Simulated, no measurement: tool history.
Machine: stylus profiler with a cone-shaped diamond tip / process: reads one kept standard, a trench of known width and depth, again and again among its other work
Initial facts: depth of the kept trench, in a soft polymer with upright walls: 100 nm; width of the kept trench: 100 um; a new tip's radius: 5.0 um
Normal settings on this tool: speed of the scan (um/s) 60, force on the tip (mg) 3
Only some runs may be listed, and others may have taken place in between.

run,day,speed of the scan (um/s),force on the tip (mg),depth of the trench (Å),width of the trench's floor (nm)
1,0,60,3,1018.1,97830
2,1.508,76,3,1018.2,97820
3,2.967,76,3,1018.3,97780
4,4.125,24,3,1018.3,97910
5,6.404,24,3,1018.2,97960
6,7.488,24,3,1018,97890
7,8.85,24,3,1018.1,97910
8,11,24,3,1018.2,97950
# day 11.229: height scale calibrated on a step standard
9,12.038,24,3,1018.1,97900
10,13.425,24,3,1018.3,97940
11,14.896,60,3,1018.2,97820
12,16.546,60,1.25,1010.1,97760
13,18.292,60,1.25,1010.1,97750
14,19.296,60,1.25,1010.1,97720
15,20.738,60,1.25,1010.1,97760
16,22.838,64,1.25,1010,97710
17,24.117,85,2.1,1014.2,97740
18,25.867,22,3,1018.2,97910
19,27.525,22,3,1018.2,97980
20,29.146,16,2.5,1016,97950
21,30.708,27,1.24,1010,97850
22,32.921,50,3.26,1019.3,97870
23,34.417,23,1.11,1009.3,97870
24,35.717,230,3.73,1021,97420
25,37.071,79,2.96,1018,97780
26,38.154,24,3,1018.2,97930
27,39.275,21,1.41,1011.1,97940
28,40.804,21,1.41,1011,97950

Below are 5 alternative next runs, each starting from the tool's condition after run 28. Predict each:
A,42.983,21,5.5,?,?
B,42.983,60,1.88,?,?
C,42.983,77,1.15,?,?
D,42.983,31,4.25,?,?
E,42.983,41,2.94,?,?

run,depth of the trench (Å),width of the trench's floor (nm)
A,1027.3,97940
B,1013.3,97820
C,1009.6,97670
D,1023,97960
E,1017.9,97890
The same runs, with their run-to-run variation unchanged, on a tool lacking any hidden condition would have given:
run,depth of the trench (Å),width of the trench's floor (nm)
A,1027.3,97960
B,1013.3,97840
C,1009.6,97680
D,1023,97970
E,1017.9,97900
